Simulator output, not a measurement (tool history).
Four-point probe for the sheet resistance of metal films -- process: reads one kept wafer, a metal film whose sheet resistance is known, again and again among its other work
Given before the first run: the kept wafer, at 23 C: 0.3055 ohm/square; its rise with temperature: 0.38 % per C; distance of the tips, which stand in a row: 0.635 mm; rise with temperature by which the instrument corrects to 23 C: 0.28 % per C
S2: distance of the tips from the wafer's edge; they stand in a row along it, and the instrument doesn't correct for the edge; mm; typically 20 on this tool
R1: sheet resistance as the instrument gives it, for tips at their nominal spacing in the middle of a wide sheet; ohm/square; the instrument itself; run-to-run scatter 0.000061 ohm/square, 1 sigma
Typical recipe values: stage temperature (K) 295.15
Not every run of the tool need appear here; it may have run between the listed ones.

Run 1, day 0: usual settings. Result: R1 0.307873 ohm/square.
Run 2, day 0.667: usual settings. Result: R1 0.307942 ohm/square.
Run 3, day 1.029: usual settings. Result: R1 0.307971 ohm/square.
Run 4, day 1.708: usual settings. Result: R1 0.30796 ohm/square.
Run 5, day 2.092: usual settings. Result: R1 0.30802 ohm/square.
Run 6, day 2.562: usual settings. Result: R1 0.308011 ohm/square.
Run 7, day 3.25: usual settings. Result: R1 0.308025 ohm/square.
At day 3.333: stage's thermometer calibrated.
Run 8, day 3.967: usual settings but stage temperature (K) 299.15, S2 33 mm. Result: R1 0.309216 ohm/square.
At day 4.388: stage's thermometer calibrated, once more.
Run 9, day 4.617: usual settings but stage temperature (K) 294.15, S2 28 mm. Result: R1 0.30769 ohm/square.
Run 10, day 4.962: usual settings but stage temperature (K) 294.15, S2 28 mm. Result: R1 0.307617 ohm/square.
Run 11, day 5.425: usual settings but stage temperature (K) 302.15, S2 5 mm. Result: R1 0.312665 ohm/square.
Run 12, day 5.917: usual settings but stage temperature (K) 302.15, S2 5 mm. Result: R1 0.312675 ohm/square.
Run 13, day 6.225: usual settings but stage temperature (K) 305.15, S2 8 mm. Result: R1 0.311954 ohm/square.

Alternative continuations, all from the tool just after run 13; predict every row:
Run A, day 6.75: usual settings but stage temperature (K) 303.15, S2 52 mm. Result: R1 ?.
Run B, day 6.75: usual settings but stage temperature (K) 294.15. Result: R1 ?.
Run C, day 6.75: usual settings but stage temperature (K) 298.15, S2 26 mm. Result: R1 ?.
Run D, day 6.75: usual settings but stage temperature (K) 298.15, S2 8 mm. Result: R1 ?.
Run E, day 6.75: usual settings but stage temperature (K) 292.15, S2 10 mm. Result: R1 ?.

run        R1
  A  0.310439
  B  0.307829
  C  0.309005
  D  0.309905
  E  0.307727
Without the tool's unlogged condition, the same runs would have read:
run        R1
  A  0.307666
  B   0.30508
  C  0.306245
  D  0.307138
  E  0.304978
